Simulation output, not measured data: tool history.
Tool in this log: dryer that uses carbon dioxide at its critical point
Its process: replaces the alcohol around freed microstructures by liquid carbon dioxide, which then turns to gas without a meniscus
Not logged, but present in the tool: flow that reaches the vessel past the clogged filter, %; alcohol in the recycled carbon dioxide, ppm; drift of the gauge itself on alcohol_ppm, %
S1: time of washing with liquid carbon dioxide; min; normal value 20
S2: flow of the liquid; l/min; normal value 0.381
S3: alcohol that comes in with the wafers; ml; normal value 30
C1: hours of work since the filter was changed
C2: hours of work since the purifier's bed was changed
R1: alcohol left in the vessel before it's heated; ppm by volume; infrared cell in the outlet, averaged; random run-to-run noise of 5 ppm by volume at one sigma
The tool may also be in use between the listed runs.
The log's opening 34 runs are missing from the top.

run	day	S1	S2	S3	C1	C2	R1
35	9.758	23	0.381	30	86	260	75
36	10.046	14	0.381	29	91	265	416
37	10.400	23	0.550	72	96	270	57
38	10.704	22	0.352	64	101	276	178
39	10.933	21	0.381	93	105	279	191
40	11.258	21	0.381	23	111	285	101
41	11.679	13	0.502	82	118	292	503
42	11.933	13	0.502	82	122	296	506
43	12.225	20	0.502	82	127	301	92
44	12.496	27	0.291	26	131	305	121
45	12.838	13	0.558	31	137	311	173
46	13.154	14	0.357	109	142	316	2394
47	13.550	14	0.357	109	149	323	2446

What if the next run were any one of these 4? Each begins from the tool's condition after run 47:
A	13.854	14	0.357	82	154	328	?
B	13.854	16	0.360	20	154	328	?
C	13.854	25	0.235	83	154	328	?
D	13.854	20	0.255	21	154	328	?

run	R1
A	1886
B	315
C	1034
D	506
Without the tool's hidden state the same runs would have given:
run	R1
A	865
B	111
C	408
D	213

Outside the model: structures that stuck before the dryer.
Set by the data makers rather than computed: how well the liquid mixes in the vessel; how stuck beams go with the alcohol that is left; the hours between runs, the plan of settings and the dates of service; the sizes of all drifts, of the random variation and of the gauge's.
